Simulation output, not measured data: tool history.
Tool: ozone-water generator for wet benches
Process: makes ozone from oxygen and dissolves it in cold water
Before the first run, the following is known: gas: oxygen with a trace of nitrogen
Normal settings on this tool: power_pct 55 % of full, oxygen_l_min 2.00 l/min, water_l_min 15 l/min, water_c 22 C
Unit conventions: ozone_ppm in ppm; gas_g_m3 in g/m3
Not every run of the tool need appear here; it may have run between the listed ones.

run	day	power_pct	oxygen_l_min	water_l_min	water_c	ozone_ppm	gas_g_m3
1	0.000	55	2.00	15	22	12.5	203.0
2	4.912	55	2.00	15	22	12.2	202.9
3	9.346	55	2.00	15	22	12.4	203.1
4	12.408	55	2.00	15	22	12.3	204.1
5	15.592	55	2.97	15	22	12.3	160.0
6	19.671	55	2.00	14	22	13.1	201.6
7	23.938	84	2.00	15	22	15.1	250.1
8	26.871	84	2.00	15	22	15.0	250.5
9	30.000	84	2.00	15	22	14.9	247.9
10	34.350	84	2.00	15	22	14.9	245.4
11	37.108	84	2.00	15	22	14.8	247.1
12	41.788	84	2.00	15	22	14.7	244.0
13	44.000	55	1.85	15	22	11.7	208.9
# day 47.029: water thermometer calibrated
14	48.638	64	2.00	15	22	13.0	214.9
15	51.338	64	2.00	15	22	13.1	215.0
16	55.442	55	2.00	15	22	12.2	198.1
17	57.608	71	1.57	14	27	13.7	259.2
18	59.825	71	1.57	14	27	13.5	259.8
19	62.804	41	1.57	15	29	9.2	198.4
20	65.379	55	3.29	11	22	15.7	144.8
# day 66.129: contactor cleaned
21	69.792	53	3.14	11	22	15.9	146.5
22	74.329	90	2.00	15	22	15.4	248.7
23	78.979	90	2.00	15	22	15.2	245.9
24	81.450	46	2.00	15	22	11.0	179.6
25	85.088	87	1.02	12	15	18.5	363.0
26	88.079	55	2.00	9	22	19.6	194.2

Run 27 is up next; what results do you expect?
27	91.100	55	2.00	9	24	?	?

ozone_ppm: 19.0 ppm
gas_g_m3: 192.0 g/m3
Were there no unlogged condition in the tool, this run, its random variation unchanged, would have produced ozone_ppm 22.2 ppm, gas_g_m3 222.6 g/m3.
